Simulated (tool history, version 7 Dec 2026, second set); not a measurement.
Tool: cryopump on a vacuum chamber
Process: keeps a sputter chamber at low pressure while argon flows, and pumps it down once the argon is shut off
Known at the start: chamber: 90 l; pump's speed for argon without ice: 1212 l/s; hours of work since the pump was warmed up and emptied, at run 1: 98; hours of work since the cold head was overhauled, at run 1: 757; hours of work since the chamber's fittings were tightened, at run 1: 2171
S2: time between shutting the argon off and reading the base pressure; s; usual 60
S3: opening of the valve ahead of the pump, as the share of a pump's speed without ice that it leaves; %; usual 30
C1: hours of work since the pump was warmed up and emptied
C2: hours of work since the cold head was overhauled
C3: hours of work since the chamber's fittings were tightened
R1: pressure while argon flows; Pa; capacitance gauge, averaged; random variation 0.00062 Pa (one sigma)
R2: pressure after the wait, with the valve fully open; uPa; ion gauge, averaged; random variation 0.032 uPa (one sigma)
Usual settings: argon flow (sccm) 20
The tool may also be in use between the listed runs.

{"run": 1, "hour": 0.0, "argon flow (sccm)": 20, "S2": 60, "S3": 30, "C1": 98, "C2": 757, "C3": 2171, "R1": 0.0949, "R2": 3.07}
{"run": 2, "hour": 34.9, "argon flow (sccm)": 20, "S2": 60, "S3": 30, "C1": 116, "C2": 775, "C3": 2189, "R1": 0.0935, "R2": 3.05}
{"run": 3, "hour": 54.8, "argon flow (sccm)": 20, "S2": 60, "S3": 30, "C1": 126, "C2": 785, "C3": 2199, "R1": 0.0944, "R2": 3.09}
{"run": 4, "hour": 98.6, "argon flow (sccm)": 37, "S2": 60, "S3": 30, "C1": 148, "C2": 808, "C3": 2221, "R1": 0.1752, "R2": 3.07}
{"run": 5, "hour": 124.6, "argon flow (sccm)": 11, "S2": 60, "S3": 30, "C1": 161, "C2": 821, "C3": 2234, "R1": 0.0515, "R2": 3.13}
{"run": 6, "hour": 163.6, "argon flow (sccm)": 11, "S2": 60, "S3": 30, "C1": 181, "C2": 840, "C3": 2254, "R1": 0.0521, "R2": 3.18}
{"run": 7, "hour": 185.6, "argon flow (sccm)": 13, "S2": 36, "S3": 32, "C1": 192, "C2": 852, "C3": 2265, "R1": 0.0579, "R2": 4.15}
{"run": 8, "hour": 218.7, "argon flow (sccm)": 13, "S2": 75, "S3": 32, "C1": 209, "C2": 868, "C3": 2282, "R1": 0.0575, "R2": 2.96}
{"run": 9, "hour": 244.5, "argon flow (sccm)": 15, "S2": 118, "S3": 29, "C1": 222, "C2": 882, "C3": 2295, "R1": 0.0744, "R2": 2.46}
{"run": 10, "hour": 277.9, "argon flow (sccm)": 10, "S2": 219, "S3": 29, "C1": 239, "C2": 898, "C3": 2312, "R1": 0.049, "R2": 2.16}
{"run": 11, "hour": 318.7, "argon flow (sccm)": 25, "S2": 219, "S3": 26, "C1": 260, "C2": 919, "C3": 2333, "R1": 0.1375, "R2": 2.18}

The same runs without the tool's hidden state, with the same run-to-run variation:
The hidden state here: pump's speed, % of a pump's without ice; cold plate's temperature, K; leak into the chamber, uPa l/s; drift of the gauge itself on working_pa, %; drift of the gauge itself on base_upa, %.
run=1 R1=0.0939 R2=1.68
run=2 R1=0.0923 R2=1.65
run=3 R1=0.0932 R2=1.66
run=4 R1=0.1727 R2=1.63
run=5 R1=0.0507 R2=1.67
run=6 R1=0.0512 R2=1.69
run=7 R1=0.0568 R2=2.65
run=8 R1=0.0564 R2=1.41
run=9 R1=0.0730 R2=0.97
run=10 R1=0.0480 R2=0.62
run=11 R1=0.1349 R2=0.64

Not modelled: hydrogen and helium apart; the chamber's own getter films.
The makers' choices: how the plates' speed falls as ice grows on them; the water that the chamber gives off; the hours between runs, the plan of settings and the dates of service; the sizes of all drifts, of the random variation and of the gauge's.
